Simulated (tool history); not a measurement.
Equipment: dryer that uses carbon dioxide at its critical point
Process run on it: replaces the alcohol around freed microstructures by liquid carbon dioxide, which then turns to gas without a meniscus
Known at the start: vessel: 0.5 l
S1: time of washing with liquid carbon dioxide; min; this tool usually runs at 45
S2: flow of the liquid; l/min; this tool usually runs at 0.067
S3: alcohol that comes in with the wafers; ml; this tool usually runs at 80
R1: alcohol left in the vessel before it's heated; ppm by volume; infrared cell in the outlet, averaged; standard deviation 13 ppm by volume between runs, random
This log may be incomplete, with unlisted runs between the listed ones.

run	hour	S1	S2	S3	R1
1	0	45	0.067	80	1481
2	10.5	45	0.067	80	1472
3	28.6	45	0.053	80	4121
4	45	45	0.0627	80	2048
5	62.1	45	0.0627	80	2097
6	69.9	45	0.0627	80	2112
# hour 87.3: inlet filter changed
7	87.3	45	0.067	54	542
8	97.8	45	0.067	54	587
9	106.9	45	0.067	54	570
10	115.2	45	0.067	54	593
11	127.4	45	0.067	54	599
12	142.3	45	0.067	80	873
13	153.8	45	0.067	80	919
14	172.3	45	0.067	80	931
15	188.3	45	0.0523	80	3004
16	200.3	45	0.0523	80	3107
17	211.5	71	0.067	80	80
18	221.2	71	0.067	80	84
19	230.5	71	0.067	80	94
20	239.7	71	0.067	80	85
21	249.5	45	0.0983	80	126
22	266.9	45	0.067	80	1065
23	277.9	45	0.067	80	1078
24	293.1	35	0.067	80	3223
25	310.5	35	0.067	80	3234
26	328.4	34	0.067	46	2189
27	345	45	0.067	98	1429
28	358.8	45	0.0768	97	694
29	370.6	45	0.0768	97	722
30	380.5	45	0.0768	97	708
31	389.9	45	0.0768	97	757
32	408.3	59	0.0768	27	98
33	426.5	52	0.089	54	118
34	442.1	32	0.0986	38	513
35	460.3	32	0.0986	38	523
36	469.4	45	0.0735	28	341
37	478.4	45	0.0735	28	350
38	496.3	45	0.0735	28	355
39	514.6	67	0.1042	22	79
40	525.2	67	0.1042	22	72
41	537.4	67	0.0607	22	156
42	548.6	52	0.0843	30	136
43	565.6	41	0.0402	30	4958
44	584.2	28	0.0761	28	2143
45	599.5	28	0.0761	28	2225
# hour 609.5: inlet filter changed
46	610.7	28	0.0761	28	1398
47	623.7	28	0.0761	28	1424

Predict each of these 3 candidate next runs independently; none follows another, all start after run 47:
A	632.8	45	0.0657	33	?
B	632.8	45	0.0413	37	?
C	632.8	70	0.0761	27	?

run	R1
A	463
B	3242
C	93
With the hidden condition removed and each run's random variation left untouched, the same runs would have given:
run	R1
A	369
B	3094
C	9
